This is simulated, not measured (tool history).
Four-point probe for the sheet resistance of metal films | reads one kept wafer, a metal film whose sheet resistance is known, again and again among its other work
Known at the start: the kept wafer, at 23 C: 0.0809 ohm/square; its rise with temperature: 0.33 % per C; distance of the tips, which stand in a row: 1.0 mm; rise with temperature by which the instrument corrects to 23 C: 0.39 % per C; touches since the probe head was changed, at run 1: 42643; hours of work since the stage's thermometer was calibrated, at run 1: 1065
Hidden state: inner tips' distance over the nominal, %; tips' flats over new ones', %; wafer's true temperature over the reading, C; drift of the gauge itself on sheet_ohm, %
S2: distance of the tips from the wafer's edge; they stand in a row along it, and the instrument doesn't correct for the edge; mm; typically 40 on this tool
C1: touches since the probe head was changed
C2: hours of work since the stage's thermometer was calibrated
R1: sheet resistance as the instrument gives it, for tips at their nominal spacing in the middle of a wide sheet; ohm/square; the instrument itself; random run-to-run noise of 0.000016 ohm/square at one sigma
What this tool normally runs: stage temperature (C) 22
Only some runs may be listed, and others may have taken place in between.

Run 1, hour 0: usual settings; C1 42643; C2 1065. Result: R1 0.080831 ohm/square.
Run 2, hour 22.6: usual settings; C1 43807; C2 1079. Result: R1 0.080822 ohm/square.
Run 3, hour 35.1: usual settings but S2 14 mm; C1 44455; C2 1087. Result: R1 0.081015 ohm/square.
Run 4, hour 64.2: usual settings but S2 14 mm; C1 45956; C2 1105. Result: R1 0.08104 ohm/square.
Run 5, hour 82.8: usual settings but S2 14 mm; C1 46916; C2 1117. Result: R1 0.081021 ohm/square.
Run 6, hour 109.2: usual settings but S2 14 mm; C1 48282; C2 1134. Result: R1 0.081032 ohm/square.
Run 7, hour 123.2: usual settings but S2 45 mm; C1 49007; C2 1143. Result: R1 0.080816 ohm/square.
Run 8, hour 151.7: usual settings but stage temperature (C) 20; C1 50475; C2 1161. Result: R1 0.080929 ohm/square.
Run 9, hour 170: usual settings but stage temperature (C) 24, S2 4 mm; C1 51423; C2 1173. Result: R1 0.083338 ohm/square.
Run 10, hour 194.5: usual settings but stage temperature (C) 31, S2 4 mm; C1 52689; C2 1188. Result: R1 0.082971 ohm/square.
Run 11, hour 224.1: usual settings but S2 3 mm; C1 54217; C2 1207. Result: R1 0.08535 ohm/square.
Run 12, hour 243.9: usual settings but stage temperature (C) 31, S2 30 mm; C1 55237; C2 1220. Result: R1 0.080407 ohm/square.
Run 13, hour 258.8: usual settings but stage temperature (C) 21, S2 3 mm; C1 56006; C2 1229. Result: R1 0.085354 ohm/square.
Run 14, hour 275.7: usual settings but stage temperature (C) 21, S2 8 mm; C1 56879; C2 1240. Result: R1 0.081493 ohm/square.

Run 15 has not been measured yet. What should we expect?
Run 15, hour 297.9: usual settings but stage temperature (C) 26, S2 9 mm; C1 58028; C2 1254. Result: R1 ?.

{"run 15": {"R1": 0.081118}}
The same run, on a tool lacking any hidden state, would have yielded R1 0.08129 ohm/square.

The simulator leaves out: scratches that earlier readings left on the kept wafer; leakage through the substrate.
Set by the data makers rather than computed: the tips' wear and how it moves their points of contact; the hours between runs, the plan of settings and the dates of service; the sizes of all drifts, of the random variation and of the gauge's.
